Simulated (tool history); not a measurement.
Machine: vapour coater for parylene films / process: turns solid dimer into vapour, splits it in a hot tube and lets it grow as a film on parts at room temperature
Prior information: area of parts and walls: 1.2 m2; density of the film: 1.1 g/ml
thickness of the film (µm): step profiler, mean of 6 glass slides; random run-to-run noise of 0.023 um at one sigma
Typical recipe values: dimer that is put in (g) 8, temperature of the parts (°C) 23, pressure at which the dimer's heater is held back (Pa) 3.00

run,hour,dimer that is put in (g),temperature of the parts (°C),pressure at which the dimer's heater is held back (Pa),thickness of the film (µm)
1,0.0,8,23,3.00,2.99
2,14.0,8,23,3.00,2.93
3,24.3,8,23,3.00,2.97
4,40.6,8,23,3.00,2.96
5,49.7,8,23,3.00,2.98
6,58.0,8,23,3.00,2.96
7,66.3,8,23,3.00,2.95
8,76.1,12,21,3.00,4.66
9,90.0,6,17,3.00,2.65
10,102.2,6,16,3.43,2.61
11,122.3,8,16,2.53,3.61
12,132.4,8,31,3.00,2.32
13,148.6,8,31,3.00,2.35

Forecast each of these 4 alternatives for the next run:
A,162.6,4,31,3.00,?
B,162.6,4,31,3.00,?
C,162.6,4,32,3.00,?
D,162.6,8,18,2.08,?

run,thickness of the film (µm)
A,1.16
B,1.18
C,1.15
D,3.53
The same runs, with their run-to-run variation unchanged, on a tool lacking any hidden condition would have given:
run,thickness of the film (µm)
A,1.27
B,1.29
C,1.25
D,3.87

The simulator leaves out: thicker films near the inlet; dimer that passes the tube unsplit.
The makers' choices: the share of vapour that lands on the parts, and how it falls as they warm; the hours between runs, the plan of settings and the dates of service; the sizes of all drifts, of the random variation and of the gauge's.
